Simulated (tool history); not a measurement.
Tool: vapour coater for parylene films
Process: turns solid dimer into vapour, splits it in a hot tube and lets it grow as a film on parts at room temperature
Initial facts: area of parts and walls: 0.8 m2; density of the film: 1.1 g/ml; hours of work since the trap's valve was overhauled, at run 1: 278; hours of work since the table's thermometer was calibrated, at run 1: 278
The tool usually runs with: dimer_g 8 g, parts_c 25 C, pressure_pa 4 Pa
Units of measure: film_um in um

run     day  dimer_g  parts_c  pressure_pa  hours of work since the trap's valve was overhauled  hours of work since the table's thermometer was calibrated  film_um
  1       0        8       25            4                                                  278                                                         278     4.47
       0.75  -- trap's valve overhauled
  2   1.067        3       25            4                                                    4                                                         289     1.88
  3   2.475        3       25            4                                                   21                                                         306     1.84
  4   3.983        3       25            4                                                   39                                                         324     1.84
  5   4.875        3       25         4.15                                                   50                                                         335     1.78
  6     6.3        8       25        11.62                                                   67                                                         352      4.2
  7   7.567        8       25        11.62                                                   82                                                         368     4.25
  8   8.892        6       25            4                                                   98                                                         383     3.57
  9  10.071        8       25         3.09                                                  112                                                         398     4.85
 10  11.308        8       25            4                                                  127                                                         413     4.78
 11  12.721        3       27            4                                                  144                                                         430     1.58
 12  14.596        3       20         2.17                                                  167                                                         452     2.25
 13  16.517        3       20         2.17                                                  190                                                         475     2.32
 14  17.571        8       36         2.06                                                  203                                                         488     3.03
 15  18.658        8       25            4                                                  216                                                         501     4.62
 16  19.646        8       22         3.77                                                  228                                                         513     5.26
 17  20.488        9       19          3.3                                                  238                                                         523     6.88
 18  22.183        5       17         3.58                                                  258                                                         544     4.13
 19  23.367        8       31         2.17                                                  272                                                         558     3.76
 20  24.442        8       31         2.17                                                  285                                                         571     3.71

Run by run, hidden condition taken away, random variation retained:
Unlogged tool condition in this case: vapour lost through the trap's worn valve, %; true temperature of the parts over the reading, C; drift of the gauge itself on film_um, %.
run  film_um
  1     4.82
  2     1.88
  3     1.84
  4     1.86
  5      1.8
  6     4.27
  7     4.34
  8     3.66
  9     4.99
 10     4.94
 11     1.64
 12     2.35
 13     2.44
 14      3.2
 15      4.9
 16      5.6
 17     7.34
 18     4.44
 19     4.06
 20     4.02
